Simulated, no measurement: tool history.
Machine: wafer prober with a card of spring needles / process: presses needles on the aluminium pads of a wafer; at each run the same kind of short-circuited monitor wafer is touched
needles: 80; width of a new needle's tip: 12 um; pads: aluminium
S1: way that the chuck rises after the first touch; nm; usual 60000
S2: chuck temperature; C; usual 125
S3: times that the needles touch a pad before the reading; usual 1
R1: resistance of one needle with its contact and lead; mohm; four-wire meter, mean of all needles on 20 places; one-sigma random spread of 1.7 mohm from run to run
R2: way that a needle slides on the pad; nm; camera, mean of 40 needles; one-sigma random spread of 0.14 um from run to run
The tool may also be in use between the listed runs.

Run 1, hour 0: usual settings. Result: R1 190 mohm, R2 16240 nm.
At hour 2.5: tips cleaned on abrasive film.
At hour 8.4: tips cleaned on abrasive film.
At hour 14.4: tips cleaned on abrasive film.
At hour 19.2: tips cleaned on abrasive film.
Run 2, hour 19.2: usual settings but S1 63000 nm. Result: R1 166 mohm, R2 16860 nm.
At hour 25.2: tips cleaned on abrasive film.
At hour 30: tips cleaned on abrasive film.
Run 3, hour 33.2: usual settings but S1 63000 nm. Result: R1 186 mohm, R2 16740 nm.
At hour 35.7: tips cleaned on abrasive film.
At hour 41.7: tips cleaned on abrasive film.
At hour 47.6: tips cleaned on abrasive film.
Run 4, hour 50.3: usual settings but S1 53000 nm. Result: R1 191 mohm, R2 14090 nm.
At hour 52.8: tips cleaned on abrasive film.
At hour 57.6: tips cleaned on abrasive film.
At hour 63.6: tips cleaned on abrasive film.
At hour 68.4: tips cleaned on abrasive film.
Run 5, hour 68.4: usual settings but S1 53000 nm. Result: R1 168 mohm, R2 13780 nm.
At hour 74.3: tips cleaned on abrasive film.
At hour 80.3: tips cleaned on abrasive film.
Run 6, hour 84.3: usual settings but S1 53000 nm. Result: R1 198 mohm, R2 13980 nm.
At hour 85.5: tips cleaned on abrasive film.
At hour 91.5: tips cleaned on abrasive film.
At hour 97.4: tips cleaned on abrasive film.
At hour 102.2: tips cleaned on abrasive film.
Run 7, hour 102.9: usual settings but S1 53000 nm. Result: R1 179 mohm, R2 13650 nm.
At hour 107.7: tips cleaned on abrasive film.
At hour 112.5: tips cleaned on abrasive film.
At hour 118.5: tips cleaned on abrasive film.
Run 8, hour 121.3: usual settings but S1 53000 nm. Result: R1 193 mohm, R2 13600 nm.
At hour 123.8: tips cleaned on abrasive film.
At hour 129.6: tips cleaned on abrasive film.
Run 9, hour 132.1: usual settings but S1 53000 nm. Result: R1 194 mohm, R2 13600 nm.
At hour 134.6: tips cleaned on abrasive film.
At hour 139.4: tips cleaned on abrasive film.
At hour 145.4: tips cleaned on abrasive film.
At hour 150.2: tips cleaned on abrasive film.
Run 10, hour 151.6: usual settings but S1 53000 nm. Result: R1 183 mohm, R2 13520 nm.
At hour 155.2: tips cleaned on abrasive film.
At hour 160: tips cleaned on abrasive film.
At hour 164.8: tips cleaned on abrasive film.
At hour 170.7: tips cleaned on abrasive film.
Run 11, hour 172.2: usual settings but S1 53000 nm. Result: R1 190 mohm, R2 13410 nm.
At hour 175.7: tips cleaned on abrasive film.
At hour 180.5: tips cleaned on abrasive film.
Run 12, hour 183.5: usual settings but S1 45000 nm. Result: R1 210 mohm, R2 11270 nm.
At hour 186: tips cleaned on abrasive film.
At hour 192: tips cleaned on abrasive film.
At hour 196.8: tips cleaned on abrasive film.
At hour 202.8: tips cleaned on abrasive film.
Run 13, hour 204.3: usual settings but S1 45000 nm, S2 28 C. Result: R1 185 mohm, R2 11000 nm.
At hour 207.9: tips cleaned on abrasive film.
At hour 213.8: tips cleaned on abrasive film.
At hour 218.6: tips cleaned on abrasive film.
At hour 224.4: tips cleaned on abrasive film.
At hour 230: tips cleaned on abrasive film.
Run 14, hour 230: usual settings but S1 45000 nm, S2 28 C. Result: R1 153 mohm, R2 10810 nm.
At hour 234.8: tips cleaned on abrasive film.
At hour 240.7: tips cleaned on abrasive film.
At hour 245.5: tips cleaned on abrasive film.
At hour 245.8: height of the first contact set anew.
At hour 251.8: tips cleaned on abrasive film.
Run 15, hour 256.1: usual settings but S1 68000 nm. Result: R1 189 mohm, R2 18660 nm.
At hour 257.4: tips cleaned on abrasive film.
At hour 262.2: tips cleaned on abrasive film.
At hour 267: tips cleaned on abrasive film.
Run 16, hour 270.7: usual settings but S1 68000 nm. Result: R1 191 mohm, R2 18350 nm.
At hour 272: tips cleaned on abrasive film.
At hour 278: tips cleaned on abrasive film.
At hour 283.8: tips cleaned on abrasive film.
Run 17, hour 286.1: usual settings but S1 58000 nm, S2 26 C, S3 2. Result: R1 163 mohm, R2 15790 nm.
At hour 289.7: tips cleaned on abrasive film.
At hour 295.6: tips cleaned on abrasive film.
Run 18, hour 298.9: usual settings but S1 58000 nm, S2 38 C. Result: R1 184 mohm, R2 15750 nm.
At hour 301.4: tips cleaned on abrasive film.
At hour 306.2: tips cleaned on abrasive film.
At hour 312.2: tips cleaned on abrasive film.
Run 19, hour 314.6: usual settings but S1 55000 nm, S2 38 C. Result: R1 184 mohm, R2 14920 nm.
At hour 317.1: tips cleaned on abrasive film.
At hour 323: tips cleaned on abrasive film.
At hour 329: tips cleaned on abrasive film.
At hour 333.8: tips cleaned on abrasive film.
At hour 338.6: tips cleaned on abrasive film.
Run 20, hour 338.6: usual settings but S1 55000 nm, S2 38 C. Result: R1 158 mohm, R2 14630 nm.
At hour 344.6: tips cleaned on abrasive film.
At hour 350.6: tips cleaned on abrasive film.
At hour 356.6: tips cleaned on abrasive film.
Run 21, hour 358.5: usual settings but S1 55000 nm, S2 38 C. Result: R1 177 mohm, R2 14760 nm.
At hour 362.2: tips cleaned on abrasive film.
At hour 367: tips cleaned on abrasive film.
At hour 373: tips cleaned on abrasive film.
At hour 378.9: tips cleaned on abrasive film.
Run 22, hour 380.7: usual settings but S2 35 C. Result: R1 175 mohm, R2 15990 nm.
At hour 384.4: tips cleaned on abrasive film.
At hour 389.2: tips cleaned on abrasive film.
At hour 395: tips cleaned on abrasive film.
At hour 401: tips cleaned on abrasive film.
Run 23, hour 402: usual settings but S1 40000 nm, S2 108 C. Result: R1 199 mohm, R2 10410 nm.
At hour 406.7: tips cleaned on abrasive film.
At hour 412.6: tips cleaned on abrasive film.
At hour 417.4: tips cleaned on abrasive film.
At hour 423.4: tips cleaned on abrasive film.
Run 24, hour 426.6: usual settings but S1 51000 nm, S2 61 C, S3 3. Result: R1 172 mohm, R2 13340 nm.

Below are 3 alternative next runs, each starting from the tool's condition after run 24. Predict each:
At hour 429: tips cleaned on abrasive film.
At hour 435: tips cleaned on abrasive film.
At hour 439.8: tips cleaned on abrasive film.
At hour 445.8: tips cleaned on abrasive film.
Run A, hour 448.6: usual settings but S1 55000 nm, S2 32 C. Result: R1 ?, R2 ?.
At hour 429: tips cleaned on abrasive film.
At hour 435: tips cleaned on abrasive film.
At hour 439.8: tips cleaned on abrasive film.
At hour 445.8: tips cleaned on abrasive film.
Run B, hour 448.6: usual settings but S1 76000 nm, S2 88 C, S3 2. Result: R1 ?, R2 ?.
At hour 429: tips cleaned on abrasive film.
At hour 435: tips cleaned on abrasive film.
At hour 439.8: tips cleaned on abrasive film.
At hour 445.8: tips cleaned on abrasive film.
Run C, hour 448.6: usual settings but S1 52000 nm, S2 99 C. Result: R1 ?, R2 ?.

run   R1     R2
  A  185  14240
  B  171  19850
  C  195  13270
With no hidden state in the tool, these same runs would have given:
run   R1     R2
  A  150  15210
  B  160  20810
  C  160  14240
